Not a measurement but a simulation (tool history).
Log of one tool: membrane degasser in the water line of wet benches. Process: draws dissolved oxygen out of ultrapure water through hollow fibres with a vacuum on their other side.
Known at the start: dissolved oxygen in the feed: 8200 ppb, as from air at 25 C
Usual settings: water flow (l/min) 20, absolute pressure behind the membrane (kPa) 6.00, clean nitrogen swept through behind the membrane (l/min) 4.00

run	day	water flow (l/min)	absolute pressure behind the membrane (kPa)	clean nitrogen swept through behind the membrane (l/min)	dissolved oxygen in the water behind the degasser (ppb)	pressure that the water loses in the fibres (kPa)
1	0.000	20	6.00	4.00	59.6	53.31
2	2.333	20	6.00	4.00	61.2	53.71
3	4.996	20	6.00	4.00	59.9	53.41
4	7.496	20	6.00	4.00	60.1	53.55
5	10.529	20	6.00	4.00	59.5	53.81
6	13.562	20	6.00	4.00	60.8	53.80
7	14.921	20	6.00	3.50	64.4	53.84
8	16.671	20	6.00	4.00	60.7	53.61
9	18.058	20	6.00	4.00	60.4	54.08
10	19.454	12	4.12	4.00	9.0	32.29
11	20.771	12	4.12	7.84	5.8	32.12
12	23.771	12	4.12	7.84	6.1	32.44
13	25.862	28	6.00	1.71	188.9	75.24
14	27.217	20	8.41	8.93	55.0	53.59
15	29.650	30	12.88	9.67	177.0	79.96
16	32.083	20	6.00	4.00	61.0	53.46
17	34.925	12	6.00	1.60	53.6	32.09
18	36.425	15	4.00	5.62	12.8	40.15

Forecast each of these 3 alternatives for the next run:
A	38.312	23	13.01	3.62	?	?
B	38.312	25	4.11	4.21	?	?
C	38.312	15	3.99	2.38	?	?

run	dissolved oxygen in the water behind the degasser (ppb)	pressure that the water loses in the fibres (kPa)
A	189.3	61.60
B	73.1	66.92
C	19.3	40.59
Without the tool's hidden state the same runs would have given:
run	dissolved oxygen in the water behind the degasser (ppb)	pressure that the water loses in the fibres (kPa)
A	189.2	61.59
B	73.0	66.91
C	19.3	40.58
